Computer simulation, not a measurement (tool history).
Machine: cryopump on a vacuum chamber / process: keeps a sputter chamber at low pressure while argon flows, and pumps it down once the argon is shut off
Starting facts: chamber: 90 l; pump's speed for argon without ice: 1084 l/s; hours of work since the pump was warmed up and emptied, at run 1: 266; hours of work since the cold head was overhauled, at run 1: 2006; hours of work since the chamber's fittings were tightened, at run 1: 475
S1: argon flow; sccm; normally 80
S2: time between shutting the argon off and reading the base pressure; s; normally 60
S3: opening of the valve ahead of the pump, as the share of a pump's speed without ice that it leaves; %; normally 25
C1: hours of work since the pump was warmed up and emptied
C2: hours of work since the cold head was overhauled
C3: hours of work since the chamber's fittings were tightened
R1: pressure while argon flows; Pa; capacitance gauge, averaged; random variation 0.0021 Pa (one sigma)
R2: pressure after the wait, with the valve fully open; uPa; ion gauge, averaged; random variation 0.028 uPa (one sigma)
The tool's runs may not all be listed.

| run | hour | S1 | S2 | S3 | C1 | C2 | C3 | R1 | R2 |
|---|---|---|---|---|---|---|---|---|---|
| 1 | 0 | 80 | 60 | 25 | 266 | 2006 | 475 | 0.5084 | 1.42 |
| 2 | 50.7 | 80 | 60 | 25 | 302 | 2041 | 510 | 0.5057 | 1.49 |
| 3 | 146.5 | 80 | 60 | 25 | 368 | 2108 | 577 | 0.5111 | 1.48 |
| 4 | 253.1 | 80 | 60 | 59 | 442 | 2182 | 651 | 0.2241 | 1.47 |
| 5 | 315.3 | 80 | 60 | 59 | 485 | 2225 | 694 | 0.2273 | 1.54 |
| 6 | 415.2 | 80 | 60 | 59 | 555 | 2295 | 764 | 0.2275 | 1.59 |
| 7 | 463.4 | 80 | 217 | 59 | 588 | 2328 | 797 | 0.2303 | 0.79 |
| 8 | 510.2 | 80 | 60 | 25 | 621 | 2361 | 830 | 0.5165 | 1.58 |
| 9 | 596.4 | 80 | 60 | 25 | 681 | 2420 | 890 | 0.5179 | 1.59 |
| 10 | 665.2 | 80 | 30 | 25 | 728 | 2468 | 937 | 0.525 | 2.7 |
| 11 | 757 | 80 | 60 | 25 | 792 | 2532 | 1001 | 0.5248 | 1.61 |
|  | 811.4 | pump warmed up, emptied and cooled again |
| 12 | 829.9 | 80 | 60 | 25 | 13 | 2579 | 1048 | 0.4978 | 1.59 |
| 13 | 911.6 | 80 | 60 | 25 | 70 | 2636 | 1105 | 0.5067 | 1.58 |
| 14 | 958.8 | 80 | 60 | 25 | 102 | 2669 | 1138 | 0.5047 | 1.56 |
| 15 | 1050.9 | 80 | 60 | 25 | 166 | 2733 | 1202 | 0.5048 | 1.62 |
| 16 | 1099.8 | 80 | 279 | 25 | 200 | 2767 | 1236 | 0.5075 | 0.85 |
| 17 | 1146 | 80 | 60 | 25 | 232 | 2799 | 1268 | 0.5101 | 1.67 |
| 18 | 1251.7 | 80 | 60 | 25 | 306 | 2872 | 1341 | 0.5121 | 1.66 |
| 19 | 1312.5 | 90 | 60 | 52 | 348 | 2914 | 1383 | 0.2815 | 1.78 |
| 20 | 1373.1 | 90 | 60 | 52 | 390 | 2957 | 1426 | 0.2856 | 1.7 |
| 21 | 1460.5 | 90 | 60 | 52 | 451 | 3017 | 1486 | 0.2861 | 1.73 |
| 22 | 1556.6 | 113 | 88 | 39 | 518 | 3084 | 1553 | 0.4739 | 1.45 |
| 23 | 1659.1 | 63 | 88 | 39 | 589 | 3155 | 1624 | 0.2684 | 1.44 |
| 24 | 1710.8 | 63 | 88 | 39 | 625 | 3191 | 1660 | 0.265 | 1.51 |
| 25 | 1795 | 44 | 36 | 54 | 683 | 3250 | 1719 | 0.1422 | 2.44 |
| 26 | 1858 | 101 | 53 | 15 | 727 | 3293 | 1762 | 1.0845 | 1.98 |
| 27 | 1952.6 | 63 | 23 | 23 | 793 | 3359 | 1828 | 0.4467 | 3.51 |
|  | 2009.1 | pump warmed up, emptied and cooled again |
| 28 | 2053.5 | 137 | 23 | 23 | 31 | 3426 | 1895 | 0.9367 | 3.46 |
| 29 | 2107.1 | 142 | 60 | 54 | 68 | 3463 | 1932 | 0.4185 | 1.75 |
| 30 | 2152.2 | 142 | 60 | 54 | 99 | 3494 | 1963 | 0.419 | 1.75 |
| 31 | 2209.9 | 57 | 41 | 25 | 140 | 3534 | 2003 | 0.3602 | 2.24 |
| 32 | 2280.4 | 100 | 47 | 25 | 189 | 3583 | 2052 | 0.633 | 2.04 |
| 33 | 2376.1 | 52 | 156 | 41 | 255 | 3650 | 2119 | 0.2048 | 1.24 |

Hidden state at the last listed run before each entry between runs and at the first one after, where it differs:
Runs 11 to 12: pump warmed up, emptied and cooled again (hour 811.4)
  pump's speed, % of a pump's without ice: 84.4 -> 99.2; cold plate's temperature, K: 12.69 -> 12.7; leak into the chamber, uPa l/s: 565 -> 577
  measured less the result without the state, R1: +0.0252 -> +0.0027 Pa; R2: +0.35 -> +0.27 uPa
Runs 27 to 28: pump warmed up, emptied and cooled again (hour 2009.1)
  pump's speed, % of a pump's without ice: 84.2 -> 99.2; cold plate's temperature, K: 12.91 -> 12.93; leak into the chamber, uPa l/s: 772 -> 789
  measured less the result without the state, R1: +0.0207 -> +0.0059 Pa; R2: +0.57 -> +0.47 uPa

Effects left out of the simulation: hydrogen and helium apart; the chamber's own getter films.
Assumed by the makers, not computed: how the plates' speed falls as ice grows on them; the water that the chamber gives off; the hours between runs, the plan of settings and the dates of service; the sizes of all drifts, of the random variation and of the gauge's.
